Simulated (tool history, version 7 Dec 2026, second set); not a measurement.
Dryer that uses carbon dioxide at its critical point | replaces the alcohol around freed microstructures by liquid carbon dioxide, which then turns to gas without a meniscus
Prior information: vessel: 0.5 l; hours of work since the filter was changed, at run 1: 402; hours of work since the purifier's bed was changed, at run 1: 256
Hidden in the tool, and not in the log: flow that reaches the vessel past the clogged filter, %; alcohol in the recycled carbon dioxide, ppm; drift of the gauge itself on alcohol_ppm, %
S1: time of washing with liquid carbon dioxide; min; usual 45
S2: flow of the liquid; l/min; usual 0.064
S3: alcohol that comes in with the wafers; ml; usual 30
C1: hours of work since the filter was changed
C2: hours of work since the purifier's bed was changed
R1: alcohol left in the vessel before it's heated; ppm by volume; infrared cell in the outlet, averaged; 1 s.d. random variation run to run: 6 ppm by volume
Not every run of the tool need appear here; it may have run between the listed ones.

| run | hour | S1 | S2 | S3 | C1 | C2 | R1 |
|---|---|---|---|---|---|---|---|
| 1 | 0 | 45 | 0.064 | 30 | 402 | 256 | 346 |
| 2 | 46.3 | 45 | 0.064 | 30 | 425 | 278 | 374 |
| 3 | 89.8 | 45 | 0.064 | 30 | 446 | 299 | 375 |
| 4 | 137.8 | 45 | 0.064 | 30 | 469 | 322 | 380 |
|  | 161 | inlet filter changed |
| 5 | 175.9 | 66 | 0.064 | 30 | 7 | 340 | 122 |
| 6 | 228.1 | 66 | 0.064 | 30 | 32 | 365 | 116 |
| 7 | 255.1 | 66 | 0.064 | 30 | 46 | 379 | 133 |
| 8 | 282.6 | 45 | 0.0567 | 30 | 59 | 392 | 572 |
| 9 | 310.5 | 45 | 0.0567 | 30 | 72 | 405 | 579 |
| 10 | 346.6 | 45 | 0.0412 | 30 | 90 | 423 | 1973 |
| 11 | 392.4 | 45 | 0.0412 | 30 | 112 | 445 | 2007 |
| 12 | 449.8 | 28 | 0.064 | 30 | 140 | 473 | 2110 |
| 13 | 493.7 | 28 | 0.064 | 30 | 161 | 494 | 2131 |
| 14 | 543.5 | 42 | 0.064 | 30 | 185 | 518 | 513 |
| 15 | 588.3 | 42 | 0.064 | 30 | 207 | 540 | 516 |
| 16 | 618.3 | 42 | 0.064 | 30 | 221 | 554 | 536 |
| 17 | 649 | 42 | 0.064 | 30 | 236 | 569 | 532 |
| 18 | 700.6 | 55 | 0.064 | 30 | 261 | 594 | 244 |
| 19 | 732 | 55 | 0.064 | 30 | 276 | 609 | 260 |
| 20 | 768 | 45 | 0.064 | 27 | 294 | 627 | 435 |
|  | 795.9 | purifier's bed changed |
| 21 | 807.1 | 45 | 0.064 | 71 | 311 | 5 | 633 |
| 22 | 831.7 | 54 | 0.064 | 30 | 323 | 17 | 103 |
| 23 | 862.5 | 45 | 0.064 | 30 | 338 | 32 | 292 |
| 24 | 911.5 | 45 | 0.064 | 30 | 362 | 56 | 300 |
| 25 | 955 | 52 | 0.0577 | 30 | 383 | 77 | 257 |
| 26 | 1011.4 | 30 | 0.0982 | 32 | 410 | 104 | 286 |
| 27 | 1065.8 | 45 | 0.0519 | 117 | 437 | 131 | 3324 |
| 28 | 1121.1 | 62 | 0.0381 | 34 | 463 | 157 | 1060 |
| 29 | 1150.4 | 47 | 0.0511 | 23 | 478 | 172 | 637 |
|  | 1154.6 | inlet filter changed |
| 30 | 1194 | 39 | 0.064 | 68 | 19 | 192 | 1151 |
| 31 | 1252.8 | 57 | 0.064 | 68 | 48 | 221 | 187 |
| 32 | 1309.1 | 45 | 0.064 | 60 | 75 | 248 | 545 |
| 33 | 1342.9 | 29 | 0.064 | 114 | 91 | 264 | 6464 |
| 34 | 1397.4 | 29 | 0.064 | 114 | 118 | 291 | 6566 |
| 35 | 1430.6 | 48 | 0.1024 | 30 | 134 | 307 | 105 |

Expected results for the next run?
| 36 | 1486.5 | 48 | 0.1024 | 30 | 161 | 334 | ? |

Run 36 measured R1 112 ppm by volume.
With the hidden condition absent and the run-to-run variation left alone, this run would have shown R1 4 ppm by volume.
